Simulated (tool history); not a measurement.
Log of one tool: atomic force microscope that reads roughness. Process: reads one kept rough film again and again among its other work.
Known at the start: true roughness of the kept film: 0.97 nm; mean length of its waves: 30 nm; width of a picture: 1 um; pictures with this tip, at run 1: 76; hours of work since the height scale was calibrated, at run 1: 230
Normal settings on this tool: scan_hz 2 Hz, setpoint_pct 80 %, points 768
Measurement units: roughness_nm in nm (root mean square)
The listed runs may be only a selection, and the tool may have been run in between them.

| run | hour | scan_hz | setpoint_pct | points | pictures with this tip | hours of work since the height scale was calibrated | roughness_nm |
|---|---|---|---|---|---|---|---|
| 1 | 0 | 2 | 80 | 768 | 76 | 230 | 0.864 |
| 2 | 7.6 | 2 | 74 | 768 | 86 | 236 | 0.886 |
| 3 | 13.6 | 2 | 74 | 768 | 94 | 240 | 0.879 |
| 4 | 22.7 | 2 | 80 | 482 | 106 | 247 | 0.865 |
| 5 | 34.3 | 2 | 80 | 482 | 121 | 256 | 0.857 |
| 6 | 39 | 2 | 80 | 482 | 127 | 259 | 0.862 |
| 7 | 48.7 | 2 | 80 | 382 | 140 | 266 | 0.858 |
| 8 | 55.5 | 2 | 80 | 382 | 148 | 271 | 0.86 |
| 9 | 60.7 | 2 | 80 | 304 | 155 | 275 | 0.854 |
| 10 | 67.9 | 2 | 80 | 768 | 165 | 281 | 0.855 |
| 11 | 79 | 2 | 80 | 768 | 179 | 289 | 0.852 |
| 12 | 84.2 | 1.78 | 80 | 768 | 186 | 293 | 0.859 |
| 13 | 95.7 | 1.78 | 80 | 768 | 201 | 301 | 0.865 |
|  | 98.4 | new tip fitted |
| 14 | 104.3 | 1.78 | 80 | 768 | 7 | 307 | 0.87 |
| 15 | 111.3 | 2 | 80 | 768 | 17 | 313 | 0.865 |
| 16 | 117.3 | 2.5 | 80 | 768 | 24 | 317 | 0.846 |
| 17 | 127.2 | 2.5 | 80 | 768 | 37 | 324 | 0.846 |
| 18 | 137.5 | 2.11 | 62 | 349 | 51 | 332 | 0.902 |
| 19 | 147.3 | 0.72 | 58 | 349 | 63 | 339 | 0.92 |
| 20 | 154.9 | 2.96 | 80 | 826 | 73 | 345 | 0.834 |
| 21 | 165.8 | 3.79 | 80 | 768 | 87 | 353 | 0.808 |
| 22 | 176.5 | 0.97 | 58 | 336 | 101 | 361 | 0.907 |
| 23 | 181.9 | 2 | 60 | 768 | 109 | 365 | 0.898 |
| 24 | 193.5 | 2 | 60 | 768 | 124 | 374 | 0.9 |
| 25 | 205.1 | 3.7 | 75 | 257 | 139 | 383 | 0.824 |
| 26 | 216.1 | 3.7 | 75 | 257 | 153 | 391 | 0.822 |
| 27 | 223.5 | 3.7 | 90 | 257 | 163 | 396 | 0.743 |
| 28 | 231.4 | 3.7 | 72 | 257 | 173 | 402 | 0.83 |
| 29 | 237.8 | 3.7 | 57 | 311 | 181 | 407 | 0.895 |
| 30 | 242.8 | 2 | 68 | 315 | 188 | 411 | 0.876 |
| 31 | 251.7 | 0.55 | 82 | 280 | 199 | 417 | 0.9 |
|  | 255.5 | new tip fitted |
| 32 | 261.2 | 2 | 80 | 503 | 7 | 424 | 0.851 |
| 33 | 269.7 | 2 | 80 | 503 | 18 | 430 | 0.861 |

Here are 3 independent what-if runs from the current tool condition. What would each one return?
| A | 280 | 0.61 | 65 | 807 | 31 | 438 | ? |
| B | 280 | 0.8 | 86 | 768 | 31 | 438 | ? |
| C | 280 | 2.05 | 66 | 320 | 31 | 438 | ? |

| run | roughness_nm |
|---|---|
| A | 0.916 |
| B | 0.889 |
| C | 0.874 |
Without the tool's hidden state the same runs would have given:
| run | roughness_nm |
|---|---|
| A | 0.916 |
| B | 0.889 |
| C | 0.874 |
